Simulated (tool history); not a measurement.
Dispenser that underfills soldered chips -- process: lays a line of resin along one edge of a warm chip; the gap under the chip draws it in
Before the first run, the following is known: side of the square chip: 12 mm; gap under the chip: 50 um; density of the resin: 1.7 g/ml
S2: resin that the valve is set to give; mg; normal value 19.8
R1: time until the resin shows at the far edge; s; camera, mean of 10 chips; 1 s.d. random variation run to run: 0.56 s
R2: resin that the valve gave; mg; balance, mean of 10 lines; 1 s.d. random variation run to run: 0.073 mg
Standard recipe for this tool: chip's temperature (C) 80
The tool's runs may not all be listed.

run 1 hour=0.0 | chip's_temperature_(C)=80 S2=19.8 | R1=60.0 R2=19.80
-- hour=4.9 new syringe of resin
run 2 hour=11.5 | chip's_temperature_(C)=80 S2=19.8 | R1=60.7 R2=19.67
-- hour=15.6 new syringe of resin
run 3 hour=21.0 | chip's_temperature_(C)=93 S2=19.8 | R1=39.7 R2=19.66
-- hour=26.6 new syringe of resin
run 4 hour=35.1 | chip's_temperature_(C)=93 S2=19.8 | R1=44.3 R2=19.48
-- hour=36.9 new syringe of resin
run 5 hour=44.5 | chip's_temperature_(C)=80 S2=19.8 | R1=66.1 R2=19.47
-- hour=47.3 new syringe of resin
-- hour=58.0 new syringe of resin
run 6 hour=62.4 | chip's_temperature_(C)=80 S2=19.8 | R1=56.5 R2=19.29
-- hour=69.2 new syringe of resin
run 7 hour=75.1 | chip's_temperature_(C)=80 S2=19.8 | R1=61.6 R2=19.14
-- hour=80.0 new syringe of resin
run 8 hour=82.7 | chip's_temperature_(C)=80 S2=19.8 | R1=52.3 R2=19.11
-- hour=90.8 new syringe of resin
run 9 hour=96.7 | chip's_temperature_(C)=80 S2=19.8 | R1=59.2 R2=19.05
-- hour=101.9 new syringe of resin
-- hour=112.9 new syringe of resin
run 10 hour=112.9 | chip's_temperature_(C)=68 S2=19.8 | R1=69.5 R2=18.87
-- hour=123.1 new syringe of resin
run 11 hour=126.3 | chip's_temperature_(C)=80 S2=19.8 | R1=52.9 R2=18.74
-- hour=130.5 dispensing valve cleaned and set on the balance
-- hour=134.4 new syringe of resin
run 12 hour=136.7 | chip's_temperature_(C)=80 S2=19.8 | R1=50.5 R2=19.80
-- hour=145.2 new syringe of resin
run 13 hour=151.5 | chip's_temperature_(C)=80 S2=19.8 | R1=61.3 R2=19.74
-- hour=155.3 new syringe of resin
run 14 hour=163.6 | chip's_temperature_(C)=80 S2=19.8 | R1=66.6 R2=19.65
-- hour=165.9 new syringe of resin
-- hour=177.1 new syringe of resin
run 15 hour=177.6 | chip's_temperature_(C)=65 S2=24.4 | R1=77.8 R2=23.90
-- hour=188.0 new syringe of resin
run 16 hour=194.7 | chip's_temperature_(C)=87 S2=19.9 | R1=48.5 R2=19.49
-- hour=198.2 new syringe of resin
run 17 hour=204.8 | chip's_temperature_(C)=80 S2=18.9 | R1=62.5 R2=18.23
-- hour=208.7 new syringe of resin
-- hour=219.7 new syringe of resin
run 18 hour=221.1 | chip's_temperature_(C)=80 S2=19.9 | R1=49.1 R2=19.08
-- hour=231.0 new syringe of resin
run 19 hour=238.3 | chip's_temperature_(C)=80 S2=19.9 | R1=64.6 R2=18.99
-- hour=242.1 new syringe of resin
run 20 hour=251.6 | chip's_temperature_(C)=85 S2=23.7 | R1=58.7 R2=22.57
-- hour=253.3 new syringe of resin
-- hour=263.5 new syringe of resin
run 21 hour=264.2 | chip's_temperature_(C)=85 S2=23.7 | R1=38.7 R2=22.39
-- hour=266.5 dispensing valve cleaned and set on the balance
-- hour=275.5 new syringe of resin
run 22 hour=276.1 | chip's_temperature_(C)=85 S2=23.7 | R1=40.2 R2=23.61
-- hour=286.6 new syringe of resin
run 23 hour=287.1 | chip's_temperature_(C)=85 S2=23.7 | R1=39.0 R2=23.56
run 24 hour=295.7 | chip's_temperature_(C)=85 S2=23.7 | R1=57.2 R2=23.42
-- hour=296.9 new syringe of resin
-- hour=307.0 new syringe of resin
run 25 hour=307.2 | chip's_temperature_(C)=89 S2=16.9 | R1=35.1 R2=16.54

Forecast each of these 5 alternatives for the next run:
-- hour=317.3 new syringe of resin
run A hour=321.1 | chip's_temperature_(C)=93 S2=16.9 | R1=? R2=?
-- hour=317.3 new syringe of resin
run B hour=321.1 | chip's_temperature_(C)=65 S2=21.3 | R1=? R2=?
-- hour=317.3 new syringe of resin
run C hour=321.1 | chip's_temperature_(C)=78 S2=22.4 | R1=? R2=?
-- hour=317.3 new syringe of resin
run D hour=321.1 | chip's_temperature_(C)=80 S2=21.9 | R1=? R2=?
-- hour=317.3 new syringe of resin
run E hour=321.1 | chip's_temperature_(C)=90 S2=23.7 | R1=? R2=?

run=A R1=37.0 R2=16.51
run=B R1=90.1 R2=20.82
run=C R1=57.7 R2=21.88
run=D R1=55.6 R2=21.34
run=E R1=39.0 R2=23.09
Take away the tool's hidden state, keep each run's random variation, and the runs would have read:
run=A R1=31.8 R2=16.88
run=B R1=78.7 R2=21.29
run=C R1=50.2 R2=22.38
run=D R1=48.4 R2=21.83
run=E R1=33.8 R2=23.62

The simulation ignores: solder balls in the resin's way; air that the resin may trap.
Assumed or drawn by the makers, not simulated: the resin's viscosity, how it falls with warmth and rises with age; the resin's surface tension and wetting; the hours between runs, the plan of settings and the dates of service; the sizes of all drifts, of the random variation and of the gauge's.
